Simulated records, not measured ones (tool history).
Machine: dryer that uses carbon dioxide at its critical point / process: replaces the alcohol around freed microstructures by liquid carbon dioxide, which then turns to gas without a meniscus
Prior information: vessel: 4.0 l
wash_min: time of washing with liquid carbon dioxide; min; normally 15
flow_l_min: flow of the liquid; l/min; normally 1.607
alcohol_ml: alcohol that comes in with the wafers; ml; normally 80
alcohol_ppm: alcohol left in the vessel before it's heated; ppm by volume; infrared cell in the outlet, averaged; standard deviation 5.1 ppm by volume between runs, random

| run | hour | wash_min | flow_l_min | alcohol_ml | alcohol_ppm |
|---|---|---|---|---|---|
| 1 | 0 | 15 | 1.607 | 80 | 120 |
| 2 | 22.5 | 15 | 1.607 | 80 | 117 |
| 3 | 43.8 | 12 | 1.607 | 80 | 275 |
| 4 | 66.4 | 12 | 1.607 | 80 | 278 |
| 5 | 81.9 | 15 | 1.607 | 96 | 138 |
| 6 | 95.8 | 15 | 1.607 | 96 | 145 |
| 7 | 110.8 | 15 | 1.607 | 80 | 145 |
| 8 | 133.3 | 15 | 1.607 | 80 | 140 |
| 9 | 149.9 | 15 | 1.607 | 80 | 147 |
| 10 | 163.8 | 15 | 1.607 | 73 | 141 |
| 11 | 181.7 | 15 | 1.86 | 80 | 103 |
| 12 | 199.8 | 15 | 1.86 | 80 | 99 |
| 13 | 226.1 | 15 | 1.86 | 80 | 118 |
| 14 | 239.4 | 15 | 1.86 | 80 | 117 |
| 15 | 264 | 15 | 1.86 | 80 | 120 |
| 16 | 281.1 | 15 | 1.86 | 80 | 123 |
| 17 | 306.4 | 15 | 1.86 | 80 | 109 |
| 18 | 329.1 | 15 | 1.607 | 80 | 157 |
| 19 | 344.1 | 15 | 1.607 | 80 | 167 |
| 20 | 361.9 | 15 | 1.607 | 80 | 152 |
| 21 | 377.6 | 15 | 1.607 | 80 | 163 |
| 22 | 399.9 | 23 | 2.29 | 118 | 104 |
| 23 | 423.7 | 14 | 1.87 | 27 | 114 |
| 24 | 440.7 | 14 | 1.607 | 22 | 140 |
| 25 | 456.9 | 13 | 2.54 | 80 | 115 |
| 26 | 474.3 | 15 | 1.29 | 80 | 330 |
| 27 | 497.9 | 19 | 1.607 | 72 | 115 |
| 28 | 519.2 | 14 | 1.05 | 80 | 889 |
| 29 | 537.5 | 15 | 2.06 | 103 | 133 |
| 30 | 550.8 | 14 | 1.42 | 35 | 203 |
| 31 | 569.5 | 11 | 2.48 | 43 | 142 |
| 32 | 584.5 | 11 | 2.48 | 43 | 136 |
| 33 | 599.8 | 15 | 1.607 | 27 | 157 |
| 34 | 628.2 | 15 | 1.607 | 87 | 220 |
| 35 | 649.4 | 15 | 1.25 | 56 | 342 |

Withheld: 1 entry from between the runs. Position of each, and hidden state at the listed run before versus the listed run after:
After run 16, before run 17: inlet filter changed (hour 288.8)
  flow that reaches the vessel past the clogged filter, %: 93.4 -> 99.1; alcohol in the recycled carbon dioxide, ppm: 86 -> 88.8
  measured result minus the result with no hidden state, alcohol_ppm: +95 -> +86 ppm by volume
